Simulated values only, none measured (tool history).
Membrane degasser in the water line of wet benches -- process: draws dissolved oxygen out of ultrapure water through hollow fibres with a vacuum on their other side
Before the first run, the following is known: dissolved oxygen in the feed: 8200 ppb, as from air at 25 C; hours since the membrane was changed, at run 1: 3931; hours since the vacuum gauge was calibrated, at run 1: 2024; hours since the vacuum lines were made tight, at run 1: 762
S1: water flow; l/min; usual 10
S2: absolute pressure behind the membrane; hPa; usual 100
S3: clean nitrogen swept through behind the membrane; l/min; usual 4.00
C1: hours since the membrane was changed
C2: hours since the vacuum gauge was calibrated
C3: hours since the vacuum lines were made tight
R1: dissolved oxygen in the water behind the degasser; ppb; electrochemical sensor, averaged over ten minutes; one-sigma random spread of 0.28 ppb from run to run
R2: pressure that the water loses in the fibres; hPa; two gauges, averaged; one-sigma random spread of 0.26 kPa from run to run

| run | hour | S1 | S2 | S3 | C1 | C2 | C3 | R1 | R2 |
|---|---|---|---|---|---|---|---|---|---|
| 1 | 0.0 | 10 | 100 | 4.00 | 3931 | 2024 | 762 | 47.4 | 689.7 |
| 2 | 148.6 | 12 | 100 | 4.00 | 4080 | 2173 | 910 | 58.3 | 834.2 |
| 3 | 239.1 | 12 | 100 | 4.00 | 4171 | 2263 | 1001 | 58.2 | 827.9 |
| 4 | 406.6 | 12 | 100 | 4.00 | 4338 | 2431 | 1168 | 57.6 | 833.5 |
| 5 | 542.7 | 12 | 100 | 4.00 | 4474 | 2567 | 1304 | 58.1 | 829.6 |
| 6 | 617.0 | 10 | 100 | 4.00 | 4548 | 2641 | 1378 | 47.2 | 692.1 |
| 7 | 784.1 | 10 | 100 | 4.00 | 4716 | 2808 | 1546 | 47.8 | 690.3 |
| 8 | 868.1 | 10 | 100 | 4.00 | 4800 | 2892 | 1630 | 47.0 | 694.9 |
| 9 | 1027.0 | 10 | 100 | 4.00 | 4958 | 3051 | 1789 | 48.0 | 692.7 |
| 10 | 1100.6 | 10 | 100 | 4.00 | 5032 | 3125 | 1862 | 48.2 | 694.1 |
| 11 | 1196.3 | 10 | 100 | 4.00 | 5128 | 3220 | 1958 | 47.5 | 686.5 |
| 12 | 1357.4 | 10 | 100 | 6.54 | 5289 | 3381 | 2119 | 31.3 | 688.5 |
| 13 | 1438.8 | 10 | 100 | 6.54 | 5370 | 3463 | 2200 | 31.4 | 688.1 |
| 14 | 1529.1 | 10 | 100 | 6.54 | 5461 | 3553 | 2291 | 31.1 | 687.5 |
| 15 | 1681.6 | 10 | 100 | 6.54 | 5613 | 3706 | 2443 | 31.3 | 694.3 |
| 16 | 1810.6 | 7 | 100 | 4.00 | 5742 | 3835 | 2572 | 32.7 | 485.2 |
| 17 | 1881.7 | 7 | 100 | 4.00 | 5813 | 3906 | 2643 | 32.7 | 481.5 |
| 18 | 2034.6 | 7 | 100 | 4.00 | 5966 | 4059 | 2796 | 32.7 | 483.3 |
| 19 | 2125.9 | 13 | 236 | 2.33 | 6057 | 4150 | 2887 | 282.5 | 900.2 |
| 20 | 2293.6 | 13 | 236 | 2.33 | 6225 | 4318 | 3055 | 284.2 | 895.5 |
|  | 2359.4 | vacuum gauge calibrated |
| 21 | 2393.4 | 8 | 100 | 4.00 | 6324 | 34 | 3154 | 37.6 | 553.4 |
| 22 | 2484.9 | 12 | 141 | 11.61 | 6416 | 125 | 3246 | 36.7 | 827.0 |
| 23 | 2650.3 | 7 | 100 | 4.00 | 6581 | 291 | 3411 | 32.8 | 484.9 |
| 24 | 2782.1 | 7 | 100 | 2.52 | 6713 | 423 | 3543 | 50.0 | 482.0 |
| 25 | 2856.3 | 7 | 100 | 2.52 | 6787 | 497 | 3617 | 49.9 | 479.9 |
|  | 2888.1 | seals of the vacuum lines changed |
| 26 | 3012.3 | 7 | 75 | 5.41 | 6941 | 651 | 124 | 16.5 | 481.0 |
| 27 | 3151.1 | 7 | 75 | 5.41 | 7080 | 790 | 263 | 16.7 | 485.5 |
| 28 | 3229.6 | 10 | 60 | 4.00 | 7159 | 868 | 341 | 22.8 | 693.7 |
| 29 | 3376.3 | 9 | 60 | 2.91 | 7305 | 1015 | 488 | 26.3 | 618.8 |
|  | 3423.6 | gauge calibrated |
| 30 | 3455.9 | 9 | 60 | 2.91 | 7385 | 1094 | 568 | 25.6 | 620.2 |
| 31 | 3622.6 | 7 | 60 | 11.00 | 7552 | 1261 | 734 | 6.6 | 479.6 |
| 32 | 3725.6 | 15 | 114 | 4.59 | 7655 | 1364 | 837 | 78.0 | 1041.1 |
| 33 | 3876.1 | 10 | 95 | 6.37 | 7805 | 1515 | 988 | 29.8 | 689.7 |

Here are 3 independent what-if runs from the current tool condition. What would each one return?
| A | 3966.2 | 10 | 95 | 3.51 | 7895 | 1605 | 1078 | ? | ? |
| B | 3966.2 | 10 | 134 | 6.37 | 7895 | 1605 | 1078 | ? | ? |
| C | 3966.2 | 8 | 95 | 2.06 | 7895 | 1605 | 1078 | ? | ? |

| run | R1 | R2 |
|---|---|---|
| A | 49.7 | 689.3 |
| B | 45.2 | 691.0 |
| C | 63.3 | 554.1 |
With the hidden condition removed and each run's random variation left untouched, the same runs would have given:
| run | R1 | R2 |
|---|---|---|
| A | 49.4 | 688.1 |
| B | 44.9 | 689.8 |
| C | 62.9 | 553.1 |
